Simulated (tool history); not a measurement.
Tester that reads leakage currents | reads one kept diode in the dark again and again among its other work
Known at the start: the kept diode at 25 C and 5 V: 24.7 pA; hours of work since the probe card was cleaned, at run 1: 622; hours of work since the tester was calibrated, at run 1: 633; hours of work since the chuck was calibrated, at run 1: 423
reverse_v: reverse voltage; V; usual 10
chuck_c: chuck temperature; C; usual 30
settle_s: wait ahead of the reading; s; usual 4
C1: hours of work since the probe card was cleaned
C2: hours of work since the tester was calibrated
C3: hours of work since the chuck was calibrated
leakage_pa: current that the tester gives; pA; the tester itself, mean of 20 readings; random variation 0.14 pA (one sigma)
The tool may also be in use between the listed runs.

run 1 hour=0 | reverse_v=10 chuck_c=30 settle_s=4 | C1=622 C2=633 C3=423 | leakage_pa=46.6
run 2 hour=31.2 | reverse_v=10 chuck_c=30 settle_s=4 | C1=641 C2=652 C3=442 | leakage_pa=46.63
run 3 hour=54 | reverse_v=10 chuck_c=30 settle_s=4.49 | C1=655 C2=666 C3=456 | leakage_pa=46.46
run 4 hour=75.4 | reverse_v=10 chuck_c=30 settle_s=4.49 | C1=668 C2=679 C3=469 | leakage_pa=46.36
run 5 hour=97.4 | reverse_v=10 chuck_c=30 settle_s=4.49 | C1=682 C2=692 C3=482 | leakage_pa=46.5
run 6 hour=117.8 | reverse_v=10 chuck_c=20 settle_s=4 | C1=694 C2=705 C3=495 | leakage_pa=24.64
run 7 hour=148.6 | reverse_v=10 chuck_c=30 settle_s=4 | C1=713 C2=723 C3=514 | leakage_pa=46.47
run 8 hour=185.5 | reverse_v=10 chuck_c=30 settle_s=4 | C1=735 C2=746 C3=536 | leakage_pa=46.58
run 9 hour=212.7 | reverse_v=10 chuck_c=30 settle_s=4 | C1=752 C2=762 C3=553 | leakage_pa=46.95
run 10 hour=233.7 | reverse_v=5.3 chuck_c=30 settle_s=4 | C1=765 C2=775 C3=565 | leakage_pa=37.36
run 11 hour=268 | reverse_v=5.3 chuck_c=30 settle_s=4 | C1=786 C2=796 C3=586 | leakage_pa=37.36
-- hour=273.4 probe card cleaned and baked
run 12 hour=287.3 | reverse_v=15.3 chuck_c=30 settle_s=4 | C1=8 C2=806 C3=596 | leakage_pa=59.24
run 13 hour=320.8 | reverse_v=4.1 chuck_c=30 settle_s=4 | C1=29 C2=826 C3=617 | leakage_pa=35.17
run 14 hour=350.8 | reverse_v=10 chuck_c=43 settle_s=4 | C1=47 C2=845 C3=635 | leakage_pa=109.38
run 15 hour=384.1 | reverse_v=10 chuck_c=43 settle_s=4 | C1=68 C2=865 C3=655 | leakage_pa=109.49
-- hour=397.5 chuck's temperature calibrated
run 16 hour=404.4 | reverse_v=1.3 chuck_c=30 settle_s=2.53 | C1=79 C2=876 C3=4 | leakage_pa=24.31
run 17 hour=427.8 | reverse_v=1.1 chuck_c=30 settle_s=4 | C1=93 C2=890 C3=18 | leakage_pa=23.17
-- hour=462.5 probe card cleaned and baked, once more
run 18 hour=465.2 | reverse_v=1.1 chuck_c=30 settle_s=4 | C1=2 C2=911 C3=39 | leakage_pa=22.37
run 19 hour=486.1 | reverse_v=1.1 chuck_c=30 settle_s=4 | C1=14 C2=924 C3=52 | leakage_pa=22.24
run 20 hour=514 | reverse_v=4.5 chuck_c=24 settle_s=7.54 | C1=31 C2=941 C3=69 | leakage_pa=22.47

Forecast run 21:
run 21 hour=550.4 | reverse_v=10 chuck_c=42 settle_s=2.27 | C1=54 C2=963 C3=91 | leakage_pa=?

Run 21 gave leakage_pa 99.8 pA.
Without the tool's hidden state the same run would have given leakage_pa 99.25 pA.
